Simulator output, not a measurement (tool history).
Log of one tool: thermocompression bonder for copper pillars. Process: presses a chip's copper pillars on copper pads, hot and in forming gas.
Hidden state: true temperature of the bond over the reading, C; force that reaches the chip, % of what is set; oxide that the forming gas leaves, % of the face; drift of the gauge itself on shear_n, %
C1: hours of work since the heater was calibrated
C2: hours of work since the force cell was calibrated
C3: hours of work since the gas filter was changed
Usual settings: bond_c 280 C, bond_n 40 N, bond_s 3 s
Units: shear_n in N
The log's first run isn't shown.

run 2 day=1.342 | bond_c=280 bond_n=40 bond_s=3 | C1=212 C2=615 C3=66 | shear_n=72.9
run 3 day=3.708 | bond_c=280 bond_n=40 bond_s=3 | C1=241 C2=644 C3=95 | shear_n=72.1
-- day=4.862 forming gas filter changed
run 4 day=5.642 | bond_c=280 bond_n=40 bond_s=3 | C1=264 C2=668 C3=10 | shear_n=74.1
run 5 day=7.175 | bond_c=280 bond_n=40 bond_s=7 | C1=283 C2=686 C3=28 | shear_n=97.3
run 6 day=9.271 | bond_c=258 bond_n=40 bond_s=7 | C1=309 C2=712 C3=54 | shear_n=76
run 7 day=11.579 | bond_c=280 bond_n=27 bond_s=3 | C1=337 C2=740 C3=82 | shear_n=59.1
run 8 day=13.688 | bond_c=280 bond_n=27 bond_s=2 | C1=362 C2=766 C3=108 | shear_n=50.3
-- day=13.821 forming gas filter changed
run 9 day=15.604 | bond_c=280 bond_n=27 bond_s=2 | C1=386 C2=789 C3=22 | shear_n=51.6
run 10 day=17.783 | bond_c=280 bond_n=27 bond_s=2 | C1=412 C2=815 C3=48 | shear_n=51.5
run 11 day=19.662 | bond_c=280 bond_n=40 bond_s=3 | C1=435 C2=838 C3=71 | shear_n=72.7
run 12 day=21.767 | bond_c=280 bond_n=29 bond_s=3 | C1=461 C2=864 C3=97 | shear_n=61
-- day=22.783 forming gas filter changed
run 13 day=23.371 | bond_c=270 bond_n=40 bond_s=3 | C1=480 C2=883 C3=7 | shear_n=65.6
run 14 day=25.083 | bond_c=280 bond_n=40 bond_s=3 | C1=501 C2=904 C3=28 | shear_n=73.5
run 15 day=26.129 | bond_c=280 bond_n=40 bond_s=6 | C1=514 C2=917 C3=41 | shear_n=93
run 16 day=28.246 | bond_c=280 bond_n=40 bond_s=6 | C1=540 C2=943 C3=67 | shear_n=91.3
run 17 day=30.121 | bond_c=280 bond_n=40 bond_s=6 | C1=562 C2=966 C3=90 | shear_n=90.7
-- day=31.846 forming gas filter changed
run 18 day=32.217 | bond_c=280 bond_n=30 bond_s=2 | C1=588 C2=991 C3=5 | shear_n=54.4

Forecast run 19:
run 19 day=33.971 | bond_c=289 bond_n=53 bond_s=8 | C1=609 C2=1012 C3=26 | shear_n=?

Run 19 gave shear_n 119.9 N.
Without the tool's hidden state the same run would have given shear_n 121.1 N.
